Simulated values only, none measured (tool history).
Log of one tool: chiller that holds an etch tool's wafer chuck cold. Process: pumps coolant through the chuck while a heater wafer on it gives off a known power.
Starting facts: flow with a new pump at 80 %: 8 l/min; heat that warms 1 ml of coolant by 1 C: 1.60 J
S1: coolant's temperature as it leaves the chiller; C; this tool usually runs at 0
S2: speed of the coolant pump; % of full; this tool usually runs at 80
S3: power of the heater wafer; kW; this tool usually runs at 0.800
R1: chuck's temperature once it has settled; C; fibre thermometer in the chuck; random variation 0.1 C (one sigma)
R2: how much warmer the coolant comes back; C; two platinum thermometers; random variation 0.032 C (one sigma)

| run | hour | S1 | S2 | S3 | R1 | R2 |
|---|---|---|---|---|---|---|
| 1 | 0.0 | 0 | 80 | 0.800 | 6.4 | 3.76 |
| 2 | 108.4 | 0 | 80 | 0.800 | 6.3 | 3.78 |
| 3 | 224.4 | 0 | 80 | 0.800 | 6.3 | 3.73 |
| 4 | 381.8 | -4 | 80 | 0.800 | 2.4 | 3.70 |
| 5 | 467.4 | -4 | 80 | 0.800 | 2.4 | 3.71 |
| 6 | 547.0 | -4 | 80 | 0.800 | 2.4 | 3.67 |
| 7 | 641.3 | -4 | 80 | 0.800 | 2.3 | 3.74 |
| 8 | 717.0 | -4 | 80 | 0.800 | 2.2 | 3.69 |
| 9 | 880.3 | 0 | 80 | 0.800 | 6.4 | 3.70 |
| 10 | 985.1 | 0 | 80 | 0.800 | 6.3 | 3.70 |
|  | 1060.9 | coolant changed, channels flushed |
| 11 | 1091.7 | 0 | 80 | 0.800 | 6.5 | 3.72 |
| 12 | 1227.3 | 0 | 80 | 0.800 | 6.3 | 3.69 |
| 13 | 1384.7 | 0 | 80 | 0.800 | 6.3 | 3.67 |
| 14 | 1550.5 | 0 | 82 | 0.800 | 6.1 | 3.53 |
| 15 | 1622.4 | -4 | 80 | 0.800 | 2.2 | 3.63 |
| 16 | 1780.5 | -4 | 80 | 0.800 | 2.5 | 3.66 |
| 17 | 1911.9 | -4 | 67 | 0.800 | 3.4 | 4.54 |
| 18 | 2080.9 | -5 | 95 | 0.918 | 1.3 | 3.45 |
| 19 | 2245.8 | -8 | 83 | 0.918 | -1.0 | 4.00 |
|  | 2347.6 | chiller's thermometer calibrated |
| 20 | 2398.0 | -8 | 83 | 0.918 | -1.1 | 4.01 |
| 21 | 2526.5 | -5 | 61 | 0.601 | 1.3 | 3.69 |
| 22 | 2693.5 | -9 | 97 | 0.800 | -3.7 | 2.85 |
| 23 | 2832.9 | -9 | 97 | 0.800 | -3.6 | 2.87 |
| 24 | 2904.8 | 5 | 89 | 0.681 | 10.0 | 2.65 |
| 25 | 2993.8 | 0 | 64 | 0.602 | 5.8 | 3.47 |
| 26 | 3121.0 | 0 | 64 | 0.602 | 6.0 | 3.50 |
| 27 | 3219.5 | 3 | 67 | 0.800 | 10.5 | 4.42 |
| 28 | 3308.9 | 3 | 67 | 0.800 | 10.4 | 4.40 |
| 29 | 3391.4 | 1 | 80 | 0.800 | 7.3 | 3.62 |
| 30 | 3566.1 | -5 | 80 | 0.427 | -1.7 | 1.79 |
| 31 | 3647.0 | -5 | 80 | 0.427 | -1.8 | 1.81 |

5 ways to go on from here, each from the tool as it stands after run 31. What would each give?
| A | 3796.8 | 0 | 67 | 0.540 | ? | ? |
| B | 3796.8 | -6 | 74 | 0.472 | ? | ? |
| C | 3796.8 | -5 | 80 | 0.570 | ? | ? |
| D | 3796.8 | 1 | 90 | 0.427 | ? | ? |
| E | 3796.8 | -2 | 80 | 0.427 | ? | ? |

| run | R1 | R2 |
|---|---|---|
| A | 5.2 | 2.90 |
| B | -2.0 | 2.25 |
| C | -0.7 | 2.49 |
| D | 4.1 | 1.56 |
| E | 1.3 | 1.75 |
With no hidden state in the tool, these same runs would have given:
| run | R1 | R2 |
|---|---|---|
| A | 5.1 | 3.10 |
| B | -2.0 | 2.45 |
| C | -0.7 | 2.69 |
| D | 4.1 | 1.76 |
| E | 1.3 | 1.95 |
